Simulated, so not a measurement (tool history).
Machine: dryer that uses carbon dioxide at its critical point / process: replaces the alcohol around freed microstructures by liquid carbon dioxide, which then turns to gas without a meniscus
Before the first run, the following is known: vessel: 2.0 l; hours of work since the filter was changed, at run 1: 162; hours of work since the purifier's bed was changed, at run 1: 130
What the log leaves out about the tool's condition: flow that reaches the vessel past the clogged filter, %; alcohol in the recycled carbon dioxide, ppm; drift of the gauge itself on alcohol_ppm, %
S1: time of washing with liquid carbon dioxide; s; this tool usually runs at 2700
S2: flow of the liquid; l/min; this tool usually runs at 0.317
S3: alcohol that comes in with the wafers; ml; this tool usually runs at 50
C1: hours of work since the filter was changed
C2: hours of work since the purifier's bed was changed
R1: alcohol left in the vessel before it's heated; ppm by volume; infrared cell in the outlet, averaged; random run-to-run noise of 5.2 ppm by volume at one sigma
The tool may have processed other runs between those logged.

Run 1, hour 0.0: usual settings; C1 162; C2 130. Result: R1 144 ppm by volume.
Run 2, hour 36.4: usual settings; C1 179; C2 147. Result: R1 144 ppm by volume.
Run 3, hour 80.5: usual settings; C1 199; C2 167. Result: R1 152 ppm by volume.
Run 4, hour 124.3: usual settings; C1 219; C2 188. Result: R1 157 ppm by volume.
Run 5, hour 146.9: usual settings; C1 230; C2 198. Result: R1 158 ppm by volume.
Run 6, hour 178.0: usual settings; C1 244; C2 213. Result: R1 166 ppm by volume.
Run 7, hour 219.4: usual settings but S2 0.252 l/min; C1 264; C2 232. Result: R1 427 ppm by volume.
Run 8, hour 258.8: usual settings but S2 0.252 l/min; C1 282; C2 250. Result: R1 446 ppm by volume.
Run 9, hour 290.2: usual settings but S2 0.252 l/min, S3 21 ml; C1 297; C2 265. Result: R1 222 ppm by volume.
Run 10, hour 308.9: usual settings but S2 0.252 l/min, S3 21 ml; C1 305; C2 273. Result: R1 219 ppm by volume.
Run 11, hour 331.3: usual settings; C1 316; C2 284. Result: R1 203 ppm by volume.
Run 12, hour 354.3: usual settings; C1 326; C2 294. Result: R1 196 ppm by volume.
At hour 376.8: inlet filter changed.
Run 13, hour 379.9: usual settings; C1 1; C2 306. Result: R1 148 ppm by volume.
Run 14, hour 420.6: usual settings; C1 20; C2 325. Result: R1 152 ppm by volume.
Run 15, hour 447.7: usual settings; C1 33; C2 337. Result: R1 161 ppm by volume.
Run 16, hour 485.6: usual settings; C1 51; C2 355. Result: R1 158 ppm by volume.
Run 17, hour 519.3: usual settings; C1 66; C2 371. Result: R1 170 ppm by volume.
Run 18, hour 557.9: usual settings; C1 84; C2 389. Result: R1 162 ppm by volume.
Run 19, hour 585.0: usual settings; C1 97; C2 401. Result: R1 183 ppm by volume.
Run 20, hour 623.1: usual settings; C1 115; C2 419. Result: R1 188 ppm by volume.
Run 21, hour 663.1: usual settings; C1 133; C2 438. Result: R1 192 ppm by volume.
Run 22, hour 689.7: usual settings; C1 145; C2 450. Result: R1 199 ppm by volume.
Run 23, hour 731.6: usual settings; C1 165; C2 469. Result: R1 203 ppm by volume.
Run 24, hour 773.4: usual settings but S1 3420 s, S3 47 ml; C1 184; C2 489. Result: R1 114 ppm by volume.
Run 25, hour 794.4: usual settings but S1 3720 s, S2 0.418 l/min; C1 194; C2 499. Result: R1 93 ppm by volume.
Run 26, hour 830.5: usual settings but S1 2880 s, S2 0.252 l/min, S3 41 ml; C1 211; C2 515. Result: R1 311 ppm by volume.
Run 27, hour 853.5: usual settings but S1 2640 s, S3 58 ml; C1 222; C2 526. Result: R1 251 ppm by volume.
Run 28, hour 896.7: usual settings but S1 1740 s, S2 0.368 l/min, S3 67 ml; C1 242; C2 546. Result: R1 766 ppm by volume.
Run 29, hour 918.4: usual settings but S1 3780 s, S3 23 ml; C1 252; C2 556. Result: R1 99 ppm by volume.
Run 30, hour 952.5: usual settings but S1 2580 s, S2 0.304 l/min, S3 114 ml; C1 268; C2 572. Result: R1 578 ppm by volume.
Run 31, hour 980.6: usual settings but S2 0.194 l/min, S3 95 ml; C1 281; C2 585. Result: R1 2068 ppm by volume.
Run 32, hour 1022.8: usual settings but S1 2160 s, S2 0.302 l/min, S3 95 ml; C1 300; C2 605. Result: R1 1037 ppm by volume.
Run 33, hour 1044.9: usual settings but S1 3360 s, S2 0.287 l/min, S3 29 ml; C1 311; C2 615. Result: R1 152 ppm by volume.
Run 34, hour 1068.6: usual settings but S1 3360 s, S2 0.324 l/min, S3 34 ml; C1 322; C2 626. Result: R1 122 ppm by volume.
At hour 1102.8: inlet filter changed.
Run 35, hour 1106.7: usual settings but S3 23 ml; C1 2; C2 643. Result: R1 154 ppm by volume.
Run 36, hour 1130.5: usual settings but S1 1800 s, S2 0.332 l/min, S3 54 ml; C1 13; C2 654. Result: R1 663 ppm by volume.
Run 37, hour 1154.4: usual settings but S1 1800 s, S2 0.332 l/min, S3 54 ml; C1 24; C2 666. Result: R1 642 ppm by volume.
Run 38, hour 1176.0: usual settings but S1 4020 s, S2 0.392 l/min, S3 73 ml; C1 34; C2 676. Result: R1 123 ppm by volume.
Run 39, hour 1197.3: usual settings but S1 4020 s, S2 0.392 l/min, S3 73 ml; C1 44; C2 686. Result: R1 108 ppm by volume.
Run 40, hour 1233.2: usual settings but S1 3180 s, S3 79 ml; C1 61; C2 702. Result: R1 169 ppm by volume.
Run 41, hour 1271.5: usual settings but S1 3180 s, S3 79 ml; C1 78; C2 720. Result: R1 186 ppm by volume.
Run 42, hour 1300.6: usual settings but S1 3780 s, S2 0.287 l/min; C1 92; C2 734. Result: R1 154 ppm by volume.
Run 43, hour 1335.8: usual settings but S1 1860 s, S2 0.280 l/min, S3 109 ml; C1 108; C2 750. Result: R1 2102 ppm by volume.
Run 44, hour 1377.8: usual settings but S2 0.228 l/min; C1 128; C2 769. Result: R1 624 ppm by volume.
Run 45, hour 1416.7: usual settings but S2 0.228 l/min; C1 146; C2 788. Result: R1 639 ppm by volume.

What differs in the tool's unlogged condition from the final listed run ahead of each entry between runs to the first listed run following it?
Runs 12 to 13: inlet filter changed (hour 376.8)
  flow that reaches the vessel past the clogged filter, %: 91.9 -> 99.5; alcohol in the recycled carbon dioxide, ppm: 53.5 -> 55.4
  what was measured, less what the result would be without the hidden state, R1: +103 -> +53 ppm by volume
Runs 34 to 35: inlet filter changed (hour 1102.8)
  flow that reaches the vessel past the clogged filter, %: 91.7 -> 99.9; alcohol in the recycled carbon dioxide, ppm: 108.1 -> 110.8
  what was measured, less what the result would be without the hidden state, R1: +114 -> +108 ppm by volume

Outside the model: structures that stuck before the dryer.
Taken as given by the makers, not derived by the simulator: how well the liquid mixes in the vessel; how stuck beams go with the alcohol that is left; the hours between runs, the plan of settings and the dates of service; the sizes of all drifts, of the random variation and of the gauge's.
